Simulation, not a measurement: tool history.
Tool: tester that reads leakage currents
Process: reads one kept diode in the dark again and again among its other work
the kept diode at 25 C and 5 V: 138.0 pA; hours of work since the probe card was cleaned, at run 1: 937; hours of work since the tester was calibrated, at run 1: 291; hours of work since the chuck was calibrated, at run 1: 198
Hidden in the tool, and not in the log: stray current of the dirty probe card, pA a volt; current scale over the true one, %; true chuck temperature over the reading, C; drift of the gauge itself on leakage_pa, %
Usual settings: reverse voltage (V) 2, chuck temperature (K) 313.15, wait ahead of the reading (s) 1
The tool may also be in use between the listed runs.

run,hour,reverse voltage (V),chuck temperature (K),wait ahead of the reading (s),hours of work since the probe card was cleaned,hours of work since the tester was calibrated,hours of work since the chuck was calibrated,current that the tester gives (pA)
1,0,2,313.15,1,937,291,198,254.78
2,35.3,2,313.15,9.51,954,309,216,255.7
3,52.3,2,313.15,9.51,963,317,224,254.77
4,72.8,2,313.15,9.51,973,327,234,256.25
5,105.8,2.49,313.15,9.51,989,343,251,289.75
6,144.8,2.49,313.15,9.51,1009,363,270,287.93
7,179.2,2,313.15,1.14,1025,380,287,254.81
8,217.6,2,313.15,3.5,1044,399,306,252.95
9,238.1,2,313.15,3.5,1054,409,316,253.66
10,262.6,2.76,313.15,1,1067,421,328,307.17
11,297.7,2.76,313.15,1,1084,438,345,306.85
12,333.6,2.76,313.15,2.16,1102,456,363,305.83
13,355.5,2.76,313.15,2.16,1112,467,374,307.25
14,373.8,2,313.15,1,1121,476,383,252.85
15,400.6,2,313.15,1,1135,489,396,251.29
16,435.2,2,313.15,1,1152,506,413,252.56
17,472.6,11.7,313.15,1,1170,524,431,727
18,491.4,19.94,300.15,0.61,1179,534,441,377.66
19,529.8,19.94,300.15,0.61,1198,553,460,377.19
20,565.2,19.94,300.15,0.61,1216,570,477,377.51
21,582.5,19.94,300.15,0.61,1224,579,486,374.83
22,603.9,9.53,300.15,0.61,1235,589,496,240.75
23,626.4,15.79,313.15,1,1246,600,507,874.47
24,644.7,15.79,313.15,1,1255,609,516,869.03
25,672.8,15.79,313.15,0.67,1269,623,530,868.51
26,709.5,8.93,314.15,0.3,1287,641,548,672.46
27,730.9,6.56,315.15,0.53,1298,652,559,590.68
28,766.4,6.56,303.15,6.38,1315,669,576,237.14
29,805.3,6.56,303.15,6.38,1334,688,596,236.46
30,843.2,6.56,313.15,6.38,1353,707,614,508.52
31,861.6,6.56,313.15,6.38,1362,716,623,508.57
32,892.8,6.56,313.15,6.38,1377,732,639,507.02
33,913.6,6.56,313.15,6.38,1388,742,649,505.8
34,930.6,6.56,313.15,0.61,1396,750,657,508.89

Forecast each of these 4 alternatives for the next run:
A,963.5,6.56,304.15,0.61,1412,766,674,?
B,963.5,5.09,330.15,0.53,1412,766,674,?
C,963.5,6.56,313.15,0.44,1412,766,674,?
D,963.5,2,295.15,0.42,1412,766,674,?

run,current that the tester gives (pA)
A,257.86
B,1435.25
C,508.25
D,62.14
Without the tool's hidden state the same runs would have given:
run,current that the tester gives (pA)
A,265.49
B,1484.53
C,525.26
D,63.91
